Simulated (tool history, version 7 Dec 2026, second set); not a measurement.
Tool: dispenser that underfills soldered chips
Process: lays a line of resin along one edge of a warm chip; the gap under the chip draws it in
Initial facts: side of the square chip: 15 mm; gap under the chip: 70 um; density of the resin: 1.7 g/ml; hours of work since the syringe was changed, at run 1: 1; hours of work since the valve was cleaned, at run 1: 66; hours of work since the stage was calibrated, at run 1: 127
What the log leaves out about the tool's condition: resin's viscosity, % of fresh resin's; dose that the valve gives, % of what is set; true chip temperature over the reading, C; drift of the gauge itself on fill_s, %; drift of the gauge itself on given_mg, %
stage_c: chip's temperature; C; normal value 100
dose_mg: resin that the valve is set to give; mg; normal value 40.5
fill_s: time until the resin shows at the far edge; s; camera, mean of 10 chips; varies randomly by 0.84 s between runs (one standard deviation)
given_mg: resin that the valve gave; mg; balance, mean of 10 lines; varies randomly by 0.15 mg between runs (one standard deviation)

| run | day | stage_c | dose_mg | hours of work since the syringe was changed | hours of work since the valve was cleaned | hours of work since the stage was calibrated | fill_s | given_mg |
|---|---|---|---|---|---|---|---|---|
| 1 | 0 | 100 | 40.5 | 1 | 66 | 127 | 84.7 | 38.48 |
| 2 | 0.188 | 100 | 40.5 | 4 | 69 | 130 | 101.4 | 38.93 |
| 3 | 0.383 | 100 | 45.4 | 8 | 73 | 134 | 118.5 | 43.27 |
|  | 0.508 | new syringe of resin |
| 4 | 0.533 | 102 | 45.4 | 0 | 75 | 136 | 70.1 | 43.31 |
| 5 | 0.742 | 102 | 45.4 | 4 | 78 | 139 | 85.9 | 43.12 |
| 6 | 0.95 | 102 | 44.7 | 7 | 82 | 143 | 106.4 | 42.25 |
| 7 | 1.062 | 102 | 44.7 | 9 | 83 | 145 | 115.3 | 42.27 |
|  | 1.092 | new syringe of resin |
| 8 | 1.212 | 100 | 40.5 | 2 | 86 | 147 | 85.8 | 38.42 |
| 9 | 1.388 | 100 | 40.5 | 5 | 89 | 150 | 100 | 38.29 |
| 10 | 1.6 | 100 | 40.5 | 8 | 92 | 153 | 122.6 | 38.15 |
|  | 1.679 | new syringe of resin |
| 11 | 1.808 | 108 | 40.5 | 2 | 95 | 156 | 62.7 | 38.27 |
| 12 | 2.029 | 107 | 40.5 | 6 | 99 | 160 | 81 | 38.32 |
| 13 | 2.229 | 107 | 40.5 | 9 | 102 | 163 | 95.8 | 37.85 |
|  | 2.258 | new syringe of resin |
| 14 | 2.421 | 92 | 37 | 3 | 105 | 166 | 126.5 | 34.48 |
| 15 | 2.667 | 92 | 37 | 7 | 109 | 170 | 156 | 34.57 |
|  | 2.854 | new syringe of resin |
|  | 2.896 | dispensing valve cleaned and set on the balance |
| 16 | 2.946 | 95 | 35 | 1 | 1 | 174 | 103.5 | 35.12 |
| 17 | 3.075 | 96 | 36.1 | 3 | 3 | 176 | 108.6 | 36.04 |
| 18 | 3.246 | 96 | 36.1 | 6 | 6 | 179 | 127.3 | 35.72 |
| 19 | 3.429 | 114 | 49.4 | 9 | 9 | 182 | 72.5 | 48.79 |
|  | 3.492 | new syringe of resin |
| 20 | 3.629 | 104 | 50.1 | 2 | 12 | 185 | 70.5 | 49.24 |
| 21 | 3.729 | 104 | 50.1 | 4 | 13 | 187 | 79.3 | 49.84 |

Here are 3 independent what-if runs from the current tool condition. What would each one return?
| A | 3.883 | 104 | 35.1 | 6 | 16 | 189 | ? | ? |
| B | 3.883 | 93 | 40.5 | 6 | 16 | 189 | ? | ? |
| C | 3.883 | 87 | 42.8 | 6 | 16 | 189 | ? | ? |

| run | fill_s | given_mg |
|---|---|---|
| A | 94.5 | 34.7 |
| B | 143.4 | 40.38 |
| C | 181.5 | 42.4 |
What these runs would have given with no unlogged condition in the tool:
| run | fill_s | given_mg |
|---|---|---|
| A | 69.1 | 35.07 |
| B | 105.2 | 40.8 |
| C | 133.3 | 42.85 |

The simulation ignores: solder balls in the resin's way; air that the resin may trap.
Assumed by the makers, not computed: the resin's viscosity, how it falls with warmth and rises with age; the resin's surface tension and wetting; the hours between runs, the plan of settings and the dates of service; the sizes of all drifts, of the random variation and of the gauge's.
